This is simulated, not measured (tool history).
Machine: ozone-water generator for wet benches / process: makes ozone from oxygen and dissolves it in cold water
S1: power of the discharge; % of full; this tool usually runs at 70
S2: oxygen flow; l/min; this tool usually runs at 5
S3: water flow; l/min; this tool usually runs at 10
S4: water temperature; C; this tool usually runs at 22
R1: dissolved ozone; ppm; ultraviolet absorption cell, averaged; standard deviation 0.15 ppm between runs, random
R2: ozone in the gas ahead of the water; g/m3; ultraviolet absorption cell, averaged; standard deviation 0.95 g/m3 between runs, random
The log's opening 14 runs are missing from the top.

run,day,S1,S2,S3,S4,R1,R2
# day 29.8: gauge calibrated
15,30.642,70,4.55,10,22,18.2,168.4
16,32.208,45,5,10,22,12.7,110.5
17,34.229,47,5,10,22,13.1,115.7
18,37.429,43,7.46,10,19,12.6,90.9
19,39.862,43,6.92,10,19,12.5,92.5
20,42.421,82,6.92,10,20,21.2,160.5
21,44.312,82,6.92,10,20,21.1,160.4
22,47.367,58,5,10,17,17.4,134.1
23,50.329,70,5,10,14,21.5,159.9
24,51.95,70,6.24,8,22,21,144.4
25,54.992,50,6.92,8,25,14.3,104.1
26,58.192,70,4.14,10,22,18.4,169.7
27,59.692,43,5,6,22,17.1,103.2
28,62.812,96,4.19,7,22,31.5,218.6
29,65.592,57,4.19,7,28,17.7,141.4
30,67.725,57,4.19,7,28,17.6,140.4
31,70.104,94,5,10,22,23.2,196.5
# day 72.125: gauge calibrated
32,72.633,53,5,7,30,15.4,126.8

5 ways to go on from here, each from the tool as it stands after run 32. What would each give?
A,75,46,5,7,23,?,?
B,75,45,5,7,22,?,?
C,75,70,2.98,10,22,?,?
D,75,60,3.55,10,22,?,?
E,75,97,5,16,27,?,?

run,R1,R2
A,16.4,111.7
B,16,110.6
C,18.3,200.7
D,16.1,162.4
E,14.7,212.5
Had the tool no hidden state, the same runs would have come out as:
run,R1,R2
A,16.5,112.1
B,16,111
C,18.3,201.4
D,16.2,163
E,14.7,213.4

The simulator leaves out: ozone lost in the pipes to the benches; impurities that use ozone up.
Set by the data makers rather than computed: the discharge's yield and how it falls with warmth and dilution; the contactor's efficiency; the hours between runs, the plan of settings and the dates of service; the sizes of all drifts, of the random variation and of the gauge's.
